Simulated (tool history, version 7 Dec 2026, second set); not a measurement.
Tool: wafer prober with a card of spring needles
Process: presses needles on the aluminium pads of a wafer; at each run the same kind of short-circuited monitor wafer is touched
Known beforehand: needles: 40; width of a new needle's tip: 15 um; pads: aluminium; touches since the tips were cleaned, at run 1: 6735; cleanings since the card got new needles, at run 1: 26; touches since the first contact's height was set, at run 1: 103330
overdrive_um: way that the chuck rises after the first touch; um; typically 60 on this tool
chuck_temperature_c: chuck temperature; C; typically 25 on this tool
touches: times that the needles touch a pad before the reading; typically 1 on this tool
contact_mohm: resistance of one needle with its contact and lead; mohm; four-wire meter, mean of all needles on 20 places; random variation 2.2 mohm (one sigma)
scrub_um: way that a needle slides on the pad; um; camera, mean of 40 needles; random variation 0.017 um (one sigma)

run,hour,overdrive_um,chuck_temperature_c,touches,touches since the tips were cleaned,cleanings since the card got new needles,touches since the first contact's height was set,contact_mohm,scrub_um
1,0,60,25,1,6735,26,103330,248,7.22
# hour 4.9: tips cleaned on abrasive film
2,16.2,60,25,1,3803,27,108732,244,7.24
# hour 29.2: tips cleaned on abrasive film
3,31.8,60,25,1,885,28,113957,245,7.22
4,52.5,60,25,1,7830,28,120902,245,7.19
# hour 54: tips cleaned on abrasive film
# hour 78.7: tips cleaned on abrasive film
5,78.7,60,25,1,0,30,129650,247,7.23
6,98.6,60,25,1,6662,30,136312,248,7.24
# hour 103: tips cleaned on abrasive film
7,119.8,60,25,2,5629,31,143405,245,7.24
# hour 126.8: tips cleaned on abrasive film
8,134.7,60,25,2,2660,32,148402,247,7.2
# hour 141.6: height of the first contact set anew
9,146.1,60,25,2,6367,32,1522,247,7.23
# hour 152: tips cleaned on abrasive film
10,165.6,60,25,2,4580,33,8059,248,7.22
# hour 177.2: tips cleaned on abrasive film
11,178.2,60,25,2,352,34,12261,247,7.22
12,192.4,45,25,1,5094,34,17003,258,5.46
# hour 201.6: tips cleaned on abrasive film
13,211,45,25,1,3157,35,23232,258,5.43
# hour 225.2: tips cleaned on abrasive film
14,230.9,45,25,1,1917,36,29879,256,5.43
# hour 249.2: tips cleaned on abrasive film
15,256.4,43,25,1,2398,37,38408,257,5.19
16,268.9,43,25,1,6603,37,42613,258,5.18
# hour 274.3: tips cleaned on abrasive film
17,293.4,43,25,1,6437,38,50831,258,5.19
# hour 298.2: tips cleaned on abrasive film
18,318.1,43,36,2,6699,39,59090,266,5.19
# hour 322.3: tips cleaned on abrasive film
19,335.3,41,67,3,4381,40,64833,275,4.97
# hour 345.9: tips cleaned on abrasive film
20,345.9,54,85,1,0,41,68346,267,6.47
# hour 369.5: tips cleaned on abrasive film
21,370.4,71,39,3,314,42,76555,251,8.51
22,390.3,63,28,2,7001,42,83242,247,7.57
# hour 394.5: tips cleaned on abrasive film
23,407.3,70,25,3,4302,43,88903,246,8.44
# hour 419.3: tips cleaned on abrasive film
24,427.5,55,25,3,2768,44,95680,252,6.59
# hour 443.9: tips cleaned on abrasive film
25,452.7,60,56,1,2959,45,104094,258,7.21
# hour 468.9: tips cleaned on abrasive film
26,473.5,60,47,1,1553,46,111056,257,7.19
# hour 493.5: tips cleaned on abrasive film
27,494.3,75,25,3,280,47,118019,238,9.01
28,510.7,75,25,3,5781,47,123520,242,9.06
# hour 518: tips cleaned on abrasive film
29,526.6,60,47,2,2908,48,128849,253,7.23
# hour 543.6: tips cleaned on abrasive film
30,547,63,120,2,1129,49,135647,273,7.6
31,558.1,63,120,2,4880,49,139398,280,7.61
# hour 569.1: tips cleaned on abrasive film
32,570.9,72,111,2,622,50,143658,269,8.68
33,588.7,72,111,2,6586,50,149622,267,8.65

Predict each of these 4 candidate next runs independently; none follows another, all start after run 33:
# hour 591.9: height of the first contact set anew
# hour 593.7: tips cleaned on abrasive film
A,605.5,51,99,1,3953,51,4551,?,?
# hour 591.9: height of the first contact set anew
# hour 593.7: tips cleaned on abrasive film
B,605.5,71,76,1,3953,51,4551,?,?
# hour 591.9: height of the first contact set anew
# hour 593.7: tips cleaned on abrasive film
C,605.5,60,25,2,3953,51,4551,?,?
# hour 591.9: height of the first contact set anew
# hour 593.7: tips cleaned on abrasive film
D,605.5,72,36,1,3953,51,4551,?,?

run,contact_mohm,scrub_um
A,273,6.18
B,259,8.55
C,243,7.25
D,247,8.67
Had the tool no hidden state, the same runs would have come out as:
run,contact_mohm,scrub_um
A,272,6.18
B,259,8.55
C,243,7.25
D,247,8.67
